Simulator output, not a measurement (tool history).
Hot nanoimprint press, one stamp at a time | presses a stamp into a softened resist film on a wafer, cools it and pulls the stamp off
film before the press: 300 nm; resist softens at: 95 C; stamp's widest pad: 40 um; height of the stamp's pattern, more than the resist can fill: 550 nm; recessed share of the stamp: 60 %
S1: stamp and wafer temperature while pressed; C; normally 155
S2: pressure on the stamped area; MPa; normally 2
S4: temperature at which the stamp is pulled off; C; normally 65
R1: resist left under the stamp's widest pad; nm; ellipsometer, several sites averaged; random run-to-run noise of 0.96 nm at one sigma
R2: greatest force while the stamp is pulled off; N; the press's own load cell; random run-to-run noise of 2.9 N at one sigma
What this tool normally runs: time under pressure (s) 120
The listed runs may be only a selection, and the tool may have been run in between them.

run 1 hour=0 | S1=155 S2=2 time_under_pressure_(s)=120 S4=65 | R1=139.1 R2=212
run 2 hour=14.5 | S1=154 S2=2 time_under_pressure_(s)=120 S4=65 | R1=147.3 R2=214
run 3 hour=33.2 | S1=155 S2=2 time_under_pressure_(s)=87 S4=65 | R1=154.1 R2=210
run 4 hour=45.4 | S1=155 S2=2 time_under_pressure_(s)=87 S4=65 | R1=153 R2=210
run 5 hour=59.5 | S1=155 S2=2 time_under_pressure_(s)=120 S4=57 | R1=138.9 R2=222
run 6 hour=78.1 | S1=155 S2=2 time_under_pressure_(s)=120 S4=57 | R1=141.6 R2=227
run 7 hour=98.2 | S1=155 S2=2 time_under_pressure_(s)=120 S4=57 | R1=140.4 R2=235
run 8 hour=107.5 | S1=155 S2=2 time_under_pressure_(s)=120 S4=57 | R1=141.5 R2=233
run 9 hour=121.5 | S1=149 S2=2.13 time_under_pressure_(s)=109 S4=54 | R1=193.2 R2=237
-- hour=126.7 plate thermocouple calibrated
run 10 hour=147.6 | S1=147 S2=2.39 time_under_pressure_(s)=173 S4=65 | R1=182.2 R2=219
run 11 hour=166.4 | S1=155 S2=1.88 time_under_pressure_(s)=101 S4=70 | R1=156.4 R2=211
run 12 hour=183.2 | S1=161 S2=3.01 time_under_pressure_(s)=120 S4=65 | R1=81.1 R2=221
-- hour=195.8 plate thermocouple calibrated, once more
run 13 hour=197.1 | S1=155 S2=1.59 time_under_pressure_(s)=110 S4=58 | R1=160 R2=233
run 14 hour=208.6 | S1=155 S2=1.59 time_under_pressure_(s)=110 S4=67 | R1=157.5 R2=218
run 15 hour=224 | S1=161 S2=2 time_under_pressure_(s)=120 S4=64 | R1=96.9 R2=221

Some steps in R1, run to run, broken into two amounts with sign: the step expected even without the hidden condition (settings, incoming material, random variation), and the rest, left for the hidden condition together with whatever gauge scatter is not in both the measured and the hidden-condition-free result:
The tool's hidden condition here consists of: true temperature over the reading, C; pressure that arrives at the usual setting, %; grip of the stamp's worn release coat, % over a new coat's; drift of the gauge itself on residual_nm, %; drift of the gauge itself on pull_off_n, %.
Run 12 -> 13: S1 161 -> 155, S2 3.01 -> 1.59, time under pressure (s) 120 -> 110, S4 65 -> 58, plate thermocouple calibrated, once more. R1 +78.9 nm: hidden state -3.8, all else +82.7.
